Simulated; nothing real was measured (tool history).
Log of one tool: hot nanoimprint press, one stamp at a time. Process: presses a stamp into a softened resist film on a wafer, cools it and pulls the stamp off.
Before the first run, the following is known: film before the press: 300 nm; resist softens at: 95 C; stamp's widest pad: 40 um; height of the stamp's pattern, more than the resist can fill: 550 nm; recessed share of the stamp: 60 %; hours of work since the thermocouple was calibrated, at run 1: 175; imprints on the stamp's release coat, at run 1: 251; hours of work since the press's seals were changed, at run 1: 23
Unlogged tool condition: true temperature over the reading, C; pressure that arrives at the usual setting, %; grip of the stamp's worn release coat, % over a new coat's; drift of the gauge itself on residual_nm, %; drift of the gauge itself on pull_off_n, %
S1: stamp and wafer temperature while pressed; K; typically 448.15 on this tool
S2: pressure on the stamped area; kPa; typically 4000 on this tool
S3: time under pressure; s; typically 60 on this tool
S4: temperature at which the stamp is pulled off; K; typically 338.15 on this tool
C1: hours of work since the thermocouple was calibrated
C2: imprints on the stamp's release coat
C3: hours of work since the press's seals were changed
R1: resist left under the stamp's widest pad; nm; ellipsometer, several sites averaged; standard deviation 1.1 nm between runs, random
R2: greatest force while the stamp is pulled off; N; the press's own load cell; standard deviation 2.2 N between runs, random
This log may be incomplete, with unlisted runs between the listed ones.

run 1 day=0 | S1=448.15 S2=4000 S3=60 S4=338.15 | C1=175 C2=251 C3=23 | R1=165.1 R2=110
run 2 day=0.554 | S1=448.15 S2=4000 S3=60 S4=338.15 | C1=182 C2=276 C3=30 | R1=163.8 R2=108
run 3 day=0.846 | S1=448.15 S2=4000 S3=60 S4=338.15 | C1=186 C2=289 C3=34 | R1=165.3 R2=109
run 4 day=1.262 | S1=448.15 S2=4000 S3=60 S4=338.15 | C1=192 C2=307 C3=40 | R1=166.2 R2=108
run 5 day=1.575 | S1=448.15 S2=4000 S3=60 S4=338.15 | C1=196 C2=321 C3=44 | R1=167.5 R2=109
run 6 day=1.896 | S1=448.15 S2=4000 S3=60 S4=338.15 | C1=200 C2=336 C3=48 | R1=166.5 R2=108
run 7 day=2.254 | S1=448.15 S2=4000 S3=60 S4=338.15 | C1=205 C2=352 C3=52 | R1=164.7 R2=109
run 8 day=2.704 | S1=448.15 S2=4000 S3=60 S4=338.15 | C1=211 C2=372 C3=58 | R1=167.1 R2=110
run 9 day=3.075 | S1=448.15 S2=4000 S3=60 S4=338.15 | C1=215 C2=388 C3=63 | R1=167 R2=113
run 10 day=3.517 | S1=448.15 S2=4000 S3=60 S4=328.15 | C1=221 C2=408 C3=69 | R1=165.4 R2=140
run 11 day=4.096 | S1=448.15 S2=4000 S3=60 S4=328.15 | C1=229 C2=434 C3=77 | R1=166.7 R2=141
run 12 day=4.625 | S1=448.15 S2=2740 S3=60 S4=338.15 | C1=236 C2=457 C3=83 | R1=196.2 R2=111
run 13 day=5.012 | S1=448.15 S2=5950 S3=60 S4=338.15 | C1=241 C2=474 C3=88 | R1=138.9 R2=112
run 14 day=5.533 | S1=448.15 S2=5950 S3=60 S4=338.15 | C1=247 C2=498 C3=95 | R1=139.8 R2=110
run 15 day=5.812 | S1=448.15 S2=5950 S3=60 S4=338.15 | C1=251 C2=510 C3=99 | R1=139 R2=113
-- day=6.258 stamp cleaned and given a new release coat
run 16 day=6.5 | S1=443.15 S2=6240 S3=94 S4=339.15 | C1=257 C2=10 C3=105 | R1=135.1 R2=99
run 17 day=6.825 | S1=446.15 S2=3800 S3=66 S4=327.15 | C1=261 C2=25 C3=109 | R1=173.9 R2=132
run 18 day=7.408 | S1=445.15 S2=2940 S3=60 S4=338.15 | C1=269 C2=51 C3=116 | R1=200.7 R2=103
run 19 day=7.788 | S1=445.15 S2=2940 S3=60 S4=338.15 | C1=274 C2=68 C3=121 | R1=204.4 R2=103
run 20 day=8.283 | S1=445.15 S2=2940 S3=60 S4=338.15 | C1=280 C2=90 C3=128 | R1=201.1 R2=103
run 21 day=8.746 | S1=445.15 S2=2940 S3=60 S4=338.15 | C1=286 C2=110 C3=134 | R1=198.9 R2=103
run 22 day=9.25 | S1=450.15 S2=5400 S3=33 S4=338.15 | C1=293 C2=133 C3=140 | R1=171.2 R2=102
run 23 day=9.542 | S1=450.15 S2=5400 S3=33 S4=338.15 | C1=296 C2=146 C3=144 | R1=169.1 R2=103
run 24 day=9.925 | S1=450.15 S2=5400 S3=33 S4=338.15 | C1=301 C2=163 C3=149 | R1=170.6 R2=109
run 25 day=10.262 | S1=456.15 S2=2490 S3=52 S4=345.15 | C1=306 C2=178 C3=154 | R1=175.1 R2=85
run 26 day=10.658 | S1=456.15 S2=2490 S3=52 S4=345.15 | C1=311 C2=195 C3=159 | R1=176 R2=86
run 27 day=10.9 | S1=452.15 S2=3540 S3=52 S4=342.15 | C1=314 C2=206 C3=162 | R1=166.2 R2=97
run 28 day=11.296 | S1=452.15 S2=3540 S3=52 S4=342.15 | C1=319 C2=224 C3=167 | R1=166.2 R2=93
run 29 day=11.625 | S1=437.15 S2=4000 S3=60 S4=324.15 | C1=324 C2=238 C3=171 | R1=222 R2=145

Branching from run 29: 4 alternative next runs. What would each branch give?
run A day=12.204 | S1=448.15 S2=4000 S3=35 S4=338.15 | C1=331 C2=264 C3=179 | R1=? R2=?
run B day=12.204 | S1=448.15 S2=4000 S3=44 S4=338.15 | C1=331 C2=264 C3=179 | R1=? R2=?
run C day=12.204 | S1=437.15 S2=4000 S3=45 S4=324.15 | C1=331 C2=264 C3=179 | R1=? R2=?
run D day=12.204 | S1=451.15 S2=3080 S3=60 S4=324.15 | C1=331 C2=264 C3=179 | R1=? R2=?

run=A R1=199.2 R2=107
run=B R1=184.1 R2=106
run=C R1=231.5 R2=151
run=D R1=173 R2=145
With no hidden state in the tool, these same runs would have given:
run=A R1=195.1 R2=98
run=B R1=180 R2=98
run=C R1=227.6 R2=140
run=D R1=169.2 R2=133

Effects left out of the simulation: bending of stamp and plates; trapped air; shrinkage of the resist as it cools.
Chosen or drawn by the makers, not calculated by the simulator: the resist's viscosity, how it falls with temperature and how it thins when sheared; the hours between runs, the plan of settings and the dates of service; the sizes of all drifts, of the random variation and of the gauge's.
